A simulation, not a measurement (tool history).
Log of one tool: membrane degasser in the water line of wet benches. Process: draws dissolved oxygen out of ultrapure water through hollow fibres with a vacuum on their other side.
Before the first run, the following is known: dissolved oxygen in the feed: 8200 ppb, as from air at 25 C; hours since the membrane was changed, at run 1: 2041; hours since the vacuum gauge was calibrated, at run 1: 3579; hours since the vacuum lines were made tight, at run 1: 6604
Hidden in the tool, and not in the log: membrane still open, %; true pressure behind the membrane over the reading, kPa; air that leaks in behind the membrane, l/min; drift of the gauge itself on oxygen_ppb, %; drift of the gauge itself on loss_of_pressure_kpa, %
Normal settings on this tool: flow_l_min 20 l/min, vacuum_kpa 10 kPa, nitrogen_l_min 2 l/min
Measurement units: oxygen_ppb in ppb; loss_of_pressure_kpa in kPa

| run | day | flow_l_min | vacuum_kpa | nitrogen_l_min | hours since the membrane was changed | hours since the vacuum gauge was calibrated | hours since the vacuum lines were made tight | oxygen_ppb | loss_of_pressure_kpa |
|---|---|---|---|---|---|---|---|---|---|
| 1 | 0 | 20 | 10 | 2 | 2041 | 3579 | 6604 | 175.5 | 50.19 |
| 2 | 2.946 | 20 | 10 | 2 | 2111 | 3650 | 6674 | 173 | 50.31 |
|  | 3.321 | seals of the vacuum lines changed |
| 3 | 6.229 | 13 | 10 | 2 | 2188 | 3727 | 70 | 110.1 | 32.84 |
| 4 | 10.038 | 13 | 17.7 | 2 | 2280 | 3818 | 161 | 226.6 | 32.83 |
| 5 | 14.004 | 20 | 10 | 2 | 2375 | 3914 | 256 | 169.8 | 50.63 |
| 6 | 16.238 | 20 | 10 | 2 | 2428 | 3967 | 310 | 170.7 | 50.97 |
| 7 | 18.633 | 20 | 10 | 2 | 2486 | 4025 | 368 | 170.7 | 50.78 |
| 8 | 21.262 | 20 | 10 | 2 | 2549 | 4088 | 431 | 172.3 | 50.15 |
| 9 | 25.358 | 20 | 10 | 2 | 2647 | 4186 | 529 | 174.9 | 50.64 |
| 10 | 27.583 | 18 | 10 | 2 | 2701 | 4239 | 582 | 151.3 | 45.81 |
| 11 | 31.988 | 24 | 10 | 2 | 2806 | 4345 | 688 | 213.6 | 60.93 |
| 12 | 34.083 | 24 | 9.9 | 2 | 2857 | 4395 | 738 | 211.5 | 60.9 |
| 13 | 37.883 | 17 | 9.9 | 2 | 2948 | 4487 | 829 | 143.5 | 42.99 |
| 14 | 41.758 | 17 | 15.7 | 2 | 3041 | 4580 | 923 | 255.5 | 42.89 |
| 15 | 45.067 | 17 | 15.7 | 2 | 3120 | 4659 | 1002 | 252.8 | 43.09 |
| 16 | 48.625 | 20 | 7 | 1.04 | 3206 | 4744 | 1087 | 182.6 | 50.77 |
|  | 51.396 | vacuum gauge calibrated |
| 17 | 51.662 | 20 | 7 | 1.04 | 3278 | 6 | 1160 | 184.5 | 50.8 |
| 18 | 55.771 | 22 | 13.6 | 1.14 | 3377 | 105 | 1258 | 451.6 | 55.96 |
| 19 | 59.425 | 22 | 13.6 | 1.14 | 3464 | 193 | 1346 | 462.3 | 56.08 |
| 20 | 63.712 | 31 | 10 | 3.68 | 3567 | 296 | 1449 | 207.7 | 79.19 |
| 21 | 67.004 | 16 | 11.8 | 5.31 | 3646 | 375 | 1528 | 70 | 40.6 |
| 22 | 70.708 | 16 | 11.8 | 5.31 | 3735 | 463 | 1617 | 68.2 | 40.8 |
| 23 | 72.833 | 12 | 10 | 1.8 | 3786 | 514 | 1668 | 117.6 | 30.67 |
|  | 74.758 | vacuum gauge calibrated, once more |
| 24 | 75.896 | 12 | 10 | 1.8 | 3859 | 27 | 1741 | 107.3 | 30.64 |
| 25 | 79.208 | 17 | 13 | 2 | 3939 | 107 | 1820 | 195.5 | 43.71 |
| 26 | 81.133 | 13 | 12.5 | 2 | 3985 | 153 | 1866 | 145.7 | 33.49 |

Hidden state or all else? Some run-to-run changes of oxygen_ppb, split into what the settings, what came in and random variation would give without the hidden state, and what is left for the hidden state (with any gauge scatter that isn't in both results):
Run 15 -> 16: flow_l_min 17 -> 20, vacuum_kpa 15.7 -> 7, nitrogen_l_min 2 -> 1.04. oxygen_ppb -70.2 ppb: hidden state +8.3, all else -78.5.
Run 17 -> 18: flow_l_min 20 -> 22, vacuum_kpa 7 -> 13.6, nitrogen_l_min 1.04 -> 1.14. oxygen_ppb +267.1 ppb: hidden state +0.2, all else +266.9.
Run 19 -> 20: flow_l_min 22 -> 31, vacuum_kpa 13.6 -> 10, nitrogen_l_min 1.14 -> 3.68. oxygen_ppb -254.6 ppb: hidden state -4, all else -250.6.
Run 20 -> 21: flow_l_min 31 -> 16, vacuum_kpa 10 -> 11.8, nitrogen_l_min 3.68 -> 5.31. oxygen_ppb -137.7 ppb: hidden state -12, all else -125.7.
